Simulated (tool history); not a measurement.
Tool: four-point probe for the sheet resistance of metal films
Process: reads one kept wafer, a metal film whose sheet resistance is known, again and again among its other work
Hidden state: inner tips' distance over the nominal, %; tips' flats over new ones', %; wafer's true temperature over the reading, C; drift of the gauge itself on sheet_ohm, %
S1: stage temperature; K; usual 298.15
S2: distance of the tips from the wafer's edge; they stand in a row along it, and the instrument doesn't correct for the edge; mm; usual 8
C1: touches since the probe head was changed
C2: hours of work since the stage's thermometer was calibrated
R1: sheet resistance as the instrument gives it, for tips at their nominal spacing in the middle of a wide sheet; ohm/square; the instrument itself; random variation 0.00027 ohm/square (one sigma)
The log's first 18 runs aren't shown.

| run | hour | S1 | S2 | C1 | C2 | R1 |
|---|---|---|---|---|---|---|
| 19 | 834.1 | 299.15 | 8 | 58910 | 45 | 1.350465 |
| 20 | 883.6 | 299.15 | 8 | 60565 | 71 | 1.350269 |
| 21 | 937.6 | 303.15 | 35 | 62371 | 99 | 1.343819 |
| 22 | 970.9 | 300.15 | 3 | 63481 | 117 | 1.366171 |
| 23 | 1037.3 | 300.15 | 3 | 65703 | 151 | 1.366502 |
| 24 | 1096.7 | 300.15 | 3 | 67685 | 182 | 1.366794 |
| 25 | 1159.8 | 298.15 | 29 | 69794 | 215 | 1.349379 |
| 26 | 1225.2 | 296.15 | 51 | 71981 | 249 | 1.350874 |
| 27 | 1278.7 | 295.15 | 16 | 73770 | 277 | 1.352585 |
| 28 | 1343.6 | 297.15 | 16 | 75938 | 311 | 1.351023 |
| 29 | 1386.7 | 297.15 | 16 | 77379 | 334 | 1.351340 |
| 30 | 1418.3 | 297.15 | 23 | 78433 | 350 | 1.350971 |
| 31 | 1460.8 | 297.15 | 23 | 79853 | 372 | 1.351343 |
| 32 | 1529.0 | 296.15 | 7 | 82135 | 408 | 1.355734 |
| 33 | 1564.6 | 298.15 | 12 | 83324 | 427 | 1.350939 |
| 34 | 1629.2 | 298.15 | 12 | 85481 | 460 | 1.351288 |
| 35 | 1674.3 | 294.15 | 8 | 86991 | 484 | 1.357033 |
| 36 | 1727.1 | 298.15 | 12 | 88754 | 511 | 1.351903 |
| 37 | 1758.5 | 301.15 | 27 | 89805 | 528 | 1.348102 |

Forecast run 38:
| 38 | 1814.8 | 300.15 | 8 | 91685 | 557 | ? |

R1: 1.351290 ohm/square
Without the tool's hidden state the same run would have given R1 1.352076 ohm/square.

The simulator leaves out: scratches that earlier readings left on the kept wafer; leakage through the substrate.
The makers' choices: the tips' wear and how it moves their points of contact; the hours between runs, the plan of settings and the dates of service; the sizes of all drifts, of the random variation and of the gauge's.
